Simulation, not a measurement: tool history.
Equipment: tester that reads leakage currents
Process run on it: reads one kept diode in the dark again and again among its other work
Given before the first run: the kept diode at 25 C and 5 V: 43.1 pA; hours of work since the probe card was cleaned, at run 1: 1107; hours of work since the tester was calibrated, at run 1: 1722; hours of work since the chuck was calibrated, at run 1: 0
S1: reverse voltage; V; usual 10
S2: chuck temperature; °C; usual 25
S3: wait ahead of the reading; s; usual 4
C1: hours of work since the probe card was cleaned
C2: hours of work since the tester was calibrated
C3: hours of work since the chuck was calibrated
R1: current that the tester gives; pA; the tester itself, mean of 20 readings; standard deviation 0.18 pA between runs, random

Run 1, day 0: usual settings; C1 1107; C2 1722; C3 0. Result: R1 60.28 pA.
Run 2, day 2.196: usual settings but S3 6.37 s; C1 1130; C2 1745; C3 23. Result: R1 60.06 pA.
Run 3, day 6.217: usual settings but S1 3 V; C1 1173; C2 1787; C3 65. Result: R1 36.55 pA.
Run 4, day 10.875: usual settings but S1 3 V; C1 1222; C2 1836; C3 114. Result: R1 36.6 pA.
Run 5, day 14.8: usual settings but S1 3 V; C1 1263; C2 1877; C3 156. Result: R1 36.44 pA.
Run 6, day 17.558: usual settings but S1 3 V; C1 1292; C2 1906; C3 185. Result: R1 36.66 pA.
Run 7, day 19.838: usual settings but S1 3 V; C1 1316; C2 1930; C3 209. Result: R1 36.96 pA.
Run 8, day 24.058: usual settings but S1 3 V; C1 1360; C2 1975; C3 253. Result: R1 36.79 pA.
Run 9, day 26.625: usual settings but S1 3 V; C1 1387; C2 2002; C3 280. Result: R1 36.96 pA.
Run 10, day 30.088: usual settings; C1 1424; C2 2038; C3 316. Result: R1 61.86 pA.
Run 11, day 33.975: usual settings; C1 1465; C2 2079; C3 357. Result: R1 62.29 pA.
Run 12, day 37.275: usual settings but S2 52 °C; C1 1499; C2 2114; C3 392. Result: R1 450.31 pA.
At day 37.696: tester calibrated.
Run 13, day 41.925: usual settings; C1 1547; C2 44; C3 440. Result: R1 63.01 pA.
Run 14, day 46.058: usual settings; C1 1591; C2 88; C3 483. Result: R1 63.13 pA.
Run 15, day 49.458: usual settings but S2 37 °C; C1 1627; C2 124; C3 519. Result: R1 156.89 pA.
Run 16, day 54.512: usual settings; C1 1680; C2 177; C3 572. Result: R1 63.72 pA.
Run 17, day 57.992: usual settings; C1 1716; C2 213; C3 609. Result: R1 64.02 pA.
Run 18, day 62.058: usual settings but S1 14.7 V; C1 1759; C2 256; C3 652. Result: R1 75.77 pA.
Run 19, day 64.929: usual settings but S3 1.68 s; C1 1789; C2 286; C3 682. Result: R1 65.57 pA.
Run 20, day 68.712: usual settings but S3 1.68 s; C1 1829; C2 326; C3 722. Result: R1 66.07 pA.
At day 69.979: tester calibrated, once more.
Run 21, day 71.483: usual settings but S3 1.68 s; C1 1857; C2 16; C3 750. Result: R1 64.32 pA.
Run 22, day 74.433: usual settings but S3 1.68 s; C1 1888; C2 47; C3 781. Result: R1 64.64 pA.
Run 23, day 78.821: usual settings but S1 3.5 V, S2 34 °C, S3 1.55 s; C1 1934; C2 93; C3 827. Result: R1 82.09 pA.
Run 24, day 82.642: usual settings but S1 3.5 V, S2 34 °C, S3 1.55 s; C1 1975; C2 133; C3 867. Result: R1 81.94 pA.
At day 85.9: chuck's temperature calibrated.
Run 25, day 87.179: usual settings but S1 7.2 V; C1 2021; C2 180; C3 13. Result: R1 52.67 pA.
Run 26, day 90.696: usual settings but S1 1.5 V, S3 0.47 s; C1 2058; C2 217; C3 50. Result: R1 28.1 pA.
Run 27, day 95.933: usual settings but S1 1 V, S2 48 °C, S3 0.77 s; C1 2114; C2 272; C3 106. Result: R1 130.77 pA.
Run 28, day 100.325: usual settings but S1 1 V, S2 48 °C, S3 0.77 s; C1 2160; C2 318; C3 152. Result: R1 131.24 pA.
Run 29, day 103.3: usual settings but S1 1 V, S2 48 °C, S3 0.77 s; C1 2191; C2 350; C3 183. Result: R1 131.54 pA.
Run 30, day 106.646: usual settings but S1 1 V, S2 48 °C, S3 0.77 s; C1 2226; C2 385; C3 218. Result: R1 131.34 pA.
Run 31, day 110.475: usual settings but S1 6.4 V, S3 2.47 s; C1 2266; C2 425; C3 258. Result: R1 51.74 pA.
Run 32, day 114.658: usual settings but S2 50 °C, S3 5.37 s; C1 2311; C2 469; C3 302. Result: R1 389.75 pA.
Run 33, day 118.804: usual settings but S1 1.4 V, S2 29 °C, S3 1.43 s; C1 2354; C2 513; C3 346. Result: R1 37.58 pA.
Run 34, day 123.217: usual settings but S1 1.5 V, S2 39 °C, S3 0.58 s; C1 2401; C2 559; C3 392. Result: R1 82.84 pA.
Run 35, day 125.762: usual settings but S1 9 V, S2 39 °C, S3 0.58 s; C1 2427; C2 586; C3 419. Result: R1 176.97 pA.
Run 36, day 128.212: usual settings but S3 2.24 s; C1 2453; C2 612; C3 445. Result: R1 64.33 pA.
Run 37, day 132.488: usual settings but S1 1.2 V, S2 53 °C, S3 0.68 s; C1 2498; C2 657; C3 490. Result: R1 203.8 pA.
Run 38, day 136.288: usual settings but S1 1.2 V, S2 53 °C, S3 0.68 s; C1 2538; C2 696; C3 530. Result: R1 204.62 pA.
Run 39, day 140.417: usual settings but S2 30 °C, S3 0.93 s; C1 2581; C2 740; C3 573. Result: R1 96.45 pA.

Below are 4 alternative next runs, each starting from the tool's condition after run 39. Predict each:
Run A, day 143.808: usual settings but S1 15.8 V, S3 5.47 s; C1 2617; C2 776; C3 609. Result: R1 ?.
Run B, day 143.808: usual settings but S1 1.2 V, S2 41 °C, S3 0.34 s; C1 2617; C2 776; C3 609. Result: R1 ?.
Run C, day 143.808: usual settings but S2 30 °C, S3 1.2 s; C1 2617; C2 776; C3 609. Result: R1 ?.
Run D, day 143.808: usual settings but S2 36 °C, S3 0.98 s; C1 2617; C2 776; C3 609. Result: R1 ?.

run     R1
  A  78.95
  B  89.81
  C  95.95
  D    150
Stripped of hidden state, with their random variation kept, the same runs would have yielded:
run      R1
  A   69.74
  B   84.81
  C   87.73
  D  139.07
